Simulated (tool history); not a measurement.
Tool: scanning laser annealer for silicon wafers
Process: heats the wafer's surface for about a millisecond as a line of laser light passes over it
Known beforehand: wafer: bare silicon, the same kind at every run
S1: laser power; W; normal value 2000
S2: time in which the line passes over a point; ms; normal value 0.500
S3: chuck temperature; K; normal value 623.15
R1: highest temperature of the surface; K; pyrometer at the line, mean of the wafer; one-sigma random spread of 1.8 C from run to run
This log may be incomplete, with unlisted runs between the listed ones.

| run | hour | S1 | S2 | S3 | R1 |
|---|---|---|---|---|---|
| 1 | 0.0 | 2000 | 0.500 | 623.15 | 1320.15 |
| 2 | 32.6 | 2000 | 0.500 | 623.15 | 1319.15 |
| 3 | 53.5 | 2000 | 0.530 | 623.15 | 1332.15 |
| 4 | 74.7 | 2000 | 0.611 | 623.15 | 1383.15 |
| 5 | 92.0 | 2000 | 0.611 | 623.15 | 1382.15 |
| 6 | 126.7 | 2000 | 0.452 | 623.15 | 1280.15 |
| 7 | 155.5 | 2000 | 0.452 | 623.15 | 1273.15 |
| 8 | 189.8 | 2000 | 0.582 | 623.15 | 1354.15 |
| 9 | 208.0 | 2000 | 0.582 | 623.15 | 1353.15 |
| 10 | 240.9 | 2000 | 0.500 | 623.15 | 1300.15 |
| 11 | 267.4 | 2000 | 0.500 | 623.15 | 1299.15 |
|  | 286.3 | window over the wafer cleaned |
| 12 | 295.3 | 2000 | 0.500 | 623.15 | 1333.15 |
| 13 | 333.8 | 2000 | 0.500 | 623.15 | 1333.15 |
| 14 | 370.4 | 2000 | 0.500 | 623.15 | 1325.15 |
| 15 | 396.8 | 2000 | 0.500 | 623.15 | 1324.15 |
| 16 | 415.8 | 2000 | 0.500 | 623.15 | 1325.15 |
| 17 | 440.4 | 2000 | 0.500 | 623.15 | 1320.15 |
| 18 | 473.4 | 2000 | 0.500 | 623.15 | 1317.15 |
| 19 | 495.1 | 2000 | 0.500 | 623.15 | 1318.15 |
| 20 | 516.8 | 2040 | 0.383 | 643.15 | 1269.15 |
| 21 | 553.1 | 2041 | 0.371 | 630.15 | 1245.15 |
| 22 | 584.1 | 1913 | 0.371 | 590.15 | 1153.15 |
| 23 | 606.1 | 1913 | 0.371 | 590.15 | 1154.15 |

Run 24, settings as shown, results not yet in. Your forecast:
| 24 | 646.0 | 1913 | 0.371 | 590.15 | ? |

R1: 1150.15 K
With the hidden condition absent and the run-to-run variation left alone, this run would have shown R1 1187.15 K.

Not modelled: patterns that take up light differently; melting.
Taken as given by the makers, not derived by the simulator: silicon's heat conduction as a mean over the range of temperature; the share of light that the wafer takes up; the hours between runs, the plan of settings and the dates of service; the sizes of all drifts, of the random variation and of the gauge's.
